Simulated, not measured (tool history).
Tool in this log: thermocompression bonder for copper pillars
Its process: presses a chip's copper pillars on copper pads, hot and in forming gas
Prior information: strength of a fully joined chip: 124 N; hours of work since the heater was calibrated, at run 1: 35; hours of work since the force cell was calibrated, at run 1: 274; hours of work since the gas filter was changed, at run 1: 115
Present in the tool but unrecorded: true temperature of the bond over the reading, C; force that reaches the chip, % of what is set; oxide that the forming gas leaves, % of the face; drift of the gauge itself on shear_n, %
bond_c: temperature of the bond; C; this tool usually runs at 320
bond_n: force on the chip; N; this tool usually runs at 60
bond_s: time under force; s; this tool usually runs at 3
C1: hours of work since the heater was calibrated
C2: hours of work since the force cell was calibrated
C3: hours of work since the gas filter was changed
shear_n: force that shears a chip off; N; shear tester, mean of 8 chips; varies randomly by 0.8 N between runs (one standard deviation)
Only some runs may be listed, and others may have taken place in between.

run 1 hour=0 | bond_c=320 bond_n=60 bond_s=3 | C1=35 C2=274 C3=115 | shear_n=62.8
run 2 hour=11.8 | bond_c=320 bond_n=60 bond_s=3 | C1=41 C2=280 C3=120 | shear_n=62.7
run 3 hour=31.6 | bond_c=320 bond_n=60 bond_s=3 | C1=51 C2=290 C3=130 | shear_n=62.2
run 4 hour=44.8 | bond_c=320 bond_n=60 bond_s=3 | C1=57 C2=296 C3=137 | shear_n=61.7
run 5 hour=62.5 | bond_c=320 bond_n=60 bond_s=3 | C1=66 C2=305 C3=146 | shear_n=62.4
run 6 hour=75.4 | bond_c=320 bond_n=60 bond_s=3 | C1=72 C2=312 C3=152 | shear_n=63.3
run 7 hour=90 | bond_c=320 bond_n=54 bond_s=3 | C1=80 C2=319 C3=159 | shear_n=60.4
run 8 hour=105.7 | bond_c=320 bond_n=54 bond_s=3 | C1=87 C2=327 C3=167 | shear_n=58.9
run 9 hour=120 | bond_c=320 bond_n=54 bond_s=3 | C1=94 C2=334 C3=174 | shear_n=59.3
run 10 hour=131.4 | bond_c=320 bond_n=54 bond_s=3 | C1=100 C2=339 C3=180 | shear_n=59.1
run 11 hour=149.3 | bond_c=320 bond_n=54 bond_s=3 | C1=109 C2=348 C3=189 | shear_n=58.4
run 12 hour=168.6 | bond_c=320 bond_n=54 bond_s=3 | C1=119 C2=358 C3=198 | shear_n=57.8
run 13 hour=184.8 | bond_c=320 bond_n=60 bond_s=3 | C1=127 C2=366 C3=206 | shear_n=62.7
run 14 hour=199.9 | bond_c=305 bond_n=60 bond_s=3 | C1=134 C2=373 C3=214 | shear_n=55.3
run 15 hour=217.1 | bond_c=305 bond_n=60 bond_s=3 | C1=143 C2=382 C3=223 | shear_n=57
run 16 hour=225.9 | bond_c=305 bond_n=60 bond_s=3 | C1=147 C2=386 C3=227 | shear_n=54.5
run 17 hour=235.5 | bond_c=305 bond_n=60 bond_s=3 | C1=152 C2=391 C3=232 | shear_n=56.4
run 18 hour=252.8 | bond_c=309 bond_n=60 bond_s=9 | C1=161 C2=400 C3=240 | shear_n=79.9
run 19 hour=269.1 | bond_c=320 bond_n=61 bond_s=3 | C1=169 C2=408 C3=248 | shear_n=64.6
run 20 hour=280.5 | bond_c=320 bond_n=82 bond_s=5 | C1=174 C2=414 C3=254 | shear_n=84.3
run 21 hour=292.8 | bond_c=291 bond_n=58 bond_s=8 | C1=180 C2=420 C3=260 | shear_n=69.3
run 22 hour=310.2 | bond_c=303 bond_n=38 bond_s=3 | C1=189 C2=428 C3=269 | shear_n=38.8
run 23 hour=322 | bond_c=333 bond_n=73 bond_s=8 | C1=195 C2=434 C3=275 | shear_n=97.4
run 24 hour=340.4 | bond_c=333 bond_n=73 bond_s=8 | C1=204 C2=443 C3=284 | shear_n=95.3
run 25 hour=355.6 | bond_c=320 bond_n=43 bond_s=3 | C1=212 C2=451 C3=291 | shear_n=50.2
-- hour=370.1 forming gas filter changed
run 26 hour=375.6 | bond_c=321 bond_n=43 bond_s=7 | C1=221 C2=461 C3=3 | shear_n=67.9
run 27 hour=393.6 | bond_c=350 bond_n=39 bond_s=4 | C1=230 C2=470 C3=12 | shear_n=67.5
run 28 hour=403.1 | bond_c=350 bond_n=50 bond_s=4 | C1=235 C2=474 C3=16 | shear_n=76.8
run 29 hour=423.1 | bond_c=325 bond_n=50 bond_s=2 | C1=245 C2=484 C3=26 | shear_n=50.7
run 30 hour=434.9 | bond_c=325 bond_n=50 bond_s=2 | C1=251 C2=490 C3=32 | shear_n=50.1
run 31 hour=444.1 | bond_c=346 bond_n=60 bond_s=2 | C1=255 C2=495 C3=37 | shear_n=66.2
run 32 hour=463.3 | bond_c=346 bond_n=60 bond_s=2 | C1=265 C2=504 C3=46 | shear_n=66.4
run 33 hour=474.5 | bond_c=339 bond_n=60 bond_s=4 | C1=271 C2=510 C3=52 | shear_n=78.8

Entry by entry between the runs, the difference in hidden state between the last listed run before and the first listed run after:
After run 25, before run 26: forming gas filter changed (hour 370.1)
  oxide that the forming gas leaves, % of the face: 0.78 -> 0.51
